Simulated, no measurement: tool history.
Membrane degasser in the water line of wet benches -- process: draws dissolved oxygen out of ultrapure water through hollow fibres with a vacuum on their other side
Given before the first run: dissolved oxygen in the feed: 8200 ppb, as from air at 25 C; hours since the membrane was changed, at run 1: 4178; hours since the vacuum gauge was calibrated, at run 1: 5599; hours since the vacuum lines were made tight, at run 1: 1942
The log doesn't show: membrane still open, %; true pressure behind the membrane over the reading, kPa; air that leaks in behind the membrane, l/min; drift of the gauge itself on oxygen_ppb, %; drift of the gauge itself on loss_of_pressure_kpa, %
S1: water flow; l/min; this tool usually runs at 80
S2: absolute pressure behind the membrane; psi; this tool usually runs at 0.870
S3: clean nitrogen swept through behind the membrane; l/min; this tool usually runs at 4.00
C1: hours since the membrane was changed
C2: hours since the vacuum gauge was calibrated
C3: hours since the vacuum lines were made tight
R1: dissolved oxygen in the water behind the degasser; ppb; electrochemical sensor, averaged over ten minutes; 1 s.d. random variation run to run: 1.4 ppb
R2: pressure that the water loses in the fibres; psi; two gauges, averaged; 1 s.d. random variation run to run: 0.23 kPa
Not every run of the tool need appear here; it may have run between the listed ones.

run,hour,S1,S2,S3,C1,C2,C3,R1,R2
1,0.0,80,0.870,4.00,4178,5599,1942,159.1,9.192
2,114.0,101,0.870,4.00,4292,5713,2056,221.3,11.635
3,179.4,101,0.870,4.00,4357,5778,2122,219.4,11.636
4,278.8,80,0.870,4.00,4457,5878,2221,159.4,9.232
5,367.8,80,0.870,4.00,4546,5967,2310,159.3,9.324
6,464.9,80,0.870,4.00,4643,6064,2407,162.6,9.287
7,515.6,53,0.870,4.00,4693,6114,2458,104.5,6.184
# hour 590.8: seals of the vacuum lines changed
8,623.5,53,0.870,4.00,4799,6220,33,105.1,6.129
9,709.2,53,0.870,4.00,4885,6306,118,102.3,6.187
10,802.4,53,0.870,4.00,4978,6399,212,105.3,6.213
11,852.6,53,0.870,4.00,5029,6449,262,104.7,6.184
12,974.8,53,0.870,4.00,5151,6572,384,105.3,6.177
13,1038.1,53,0.870,4.00,5214,6635,447,106.0,6.202
14,1109.0,80,0.870,4.49,5285,6706,518,153.9,9.377
15,1164.7,80,0.870,4.49,5341,6761,574,153.8,9.320
16,1234.7,80,0.870,4.49,5411,6831,644,148.5,9.432
# hour 1261.8: vacuum gauge calibrated
17,1350.5,90,0.870,4.78,5526,89,759,142.3,10.660
18,1424.8,49,1.224,8.17,5600,163,834,76.5,5.771
19,1524.4,75,0.860,3.14,5700,263,933,153.2,8.785
20,1586.2,56,0.860,2.24,5762,324,995,149.7,6.560

What if the next run were any one of these 4? Each begins from the tool's condition after run 20:
A,1670.1,80,0.605,2.67,5845,408,1079,?,?
B,1670.1,88,2.003,2.24,5845,408,1079,?,?
C,1670.1,123,0.860,2.12,5845,408,1079,?,?
D,1670.1,56,0.759,2.24,5845,408,1079,?,?

run,R1,R2
A,79.9,9.478
B,797.9,10.396
C,374.1,14.647
D,113.2,6.595
Without the tool's hidden state the same runs would have given:
run,R1,R2
A,71.2,8.678
B,787.0,9.519
C,340.4,13.407
D,110.6,6.035

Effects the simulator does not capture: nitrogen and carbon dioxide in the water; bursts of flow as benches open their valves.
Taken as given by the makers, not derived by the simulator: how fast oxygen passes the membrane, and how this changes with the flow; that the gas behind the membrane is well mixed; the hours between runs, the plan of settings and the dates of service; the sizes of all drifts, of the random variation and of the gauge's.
